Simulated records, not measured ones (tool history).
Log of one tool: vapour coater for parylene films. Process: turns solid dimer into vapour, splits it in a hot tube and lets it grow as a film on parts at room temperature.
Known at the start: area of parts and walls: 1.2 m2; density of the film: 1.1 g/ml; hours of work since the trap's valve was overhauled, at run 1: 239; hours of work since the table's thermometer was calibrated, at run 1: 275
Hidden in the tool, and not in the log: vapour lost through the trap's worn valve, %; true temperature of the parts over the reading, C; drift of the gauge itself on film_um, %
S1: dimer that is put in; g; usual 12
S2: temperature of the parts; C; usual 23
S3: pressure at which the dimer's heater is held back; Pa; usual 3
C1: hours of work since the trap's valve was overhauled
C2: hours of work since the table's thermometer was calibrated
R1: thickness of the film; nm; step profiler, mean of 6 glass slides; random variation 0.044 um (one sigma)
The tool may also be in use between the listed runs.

run   hour  S1  S2     S3   C1   C2    R1
  1      0  12  23      3  239  275  4800
  2    9.8  12  23      3  247  283  4690
  3   16.7  12  23      3  253  289  4710
  4   27.8  12  23      3  262  298  4690
  5     44  12  23      3  275  311  4760
  6   59.4  12  23      3  288  324  4690
  7   70.1  12  23      3  296  333  4610
  8   83.4  12  23      3  307  343  4690
  9   92.1  12  23      3  314  351  4610
 10  105.8  12  23      3  326  362  4630
 11  120.5  12  23      3  338  374  4630
 12  127.6  12  23      3  344  380  4680
 13  137.7  12  23      3  352  388  4570
 14  146.8   7  23      3  359  396  2670
 15  160.6  12  23   9.43  371  407  3920
 16  176.2  12  16      3  383  420  5240
 17  188.6  12  23      3  394  430  4630
 18  204.6  12  23      3  407  443  4500
 19  216.4  12  23   6.25  417  453  4170
 20  229.8  12  23   6.25  428  464  4160
 21  236.6  12  18      3  433  469  5090
 22  243.3  12  23      3  439  475  4510
 23  255.8  12  29      3  449  485  4060
 24  271.7  16  23  10.74  462  498  4940
 25    279  16  23  10.74  468  504  5060
 26    289  13  16  10.39  476  512  4740
 27  297.2  12  30   2.69  483  519  3950
 28  303.9  17  20  10.03  488  524  5830
 29  319.8   6  15   2.97  501  538  2610
 30  327.7  14  23   6.15  508  544  4700
 31  335.9  11  22   2.26  515  551  4310
 32  348.1  14  19   7.61  525  561  4950
 33  359.2  16  30   2.13  534  570  5370
 34  370.6  16  30   2.13  543  579  5330
 35  381.7  12  35   9.77  552  588  2960
 36  388.2  12  34   9.93  558  594  3000
 37  396.5  12  23   2.16  564  601  4580
 38  407.5  21  34   3.56  573  610  6060
 39  418.5  21  34   3.56  582  619  6030
 40  425.5  11  26   5.82  588  624  3490
 41  433.7  11  26   5.82  595  631  3500
 42  441.5   9  23      3  601  637  3230
 43  456.5   5  24   4.41  614  650  1710
 44  466.1   5  24   4.41  622  658  1680
 45    478   9  23   3.22  631  667  3210
 46  489.3   9  23   3.22  641  677  3200

Forecast each of these 3 alternatives for the next run:
  A  503.9   8  29     3  653  689   ?
  B  503.9  13  30     3  653  689   ?
  C  503.9  19  23  8.38  653  689   ?

run    R1
  A  2530
  B  4090
  C  5920
Without the tool's hidden state the same runs would have given:
run    R1
  A  2910
  B  4680
  C  6780
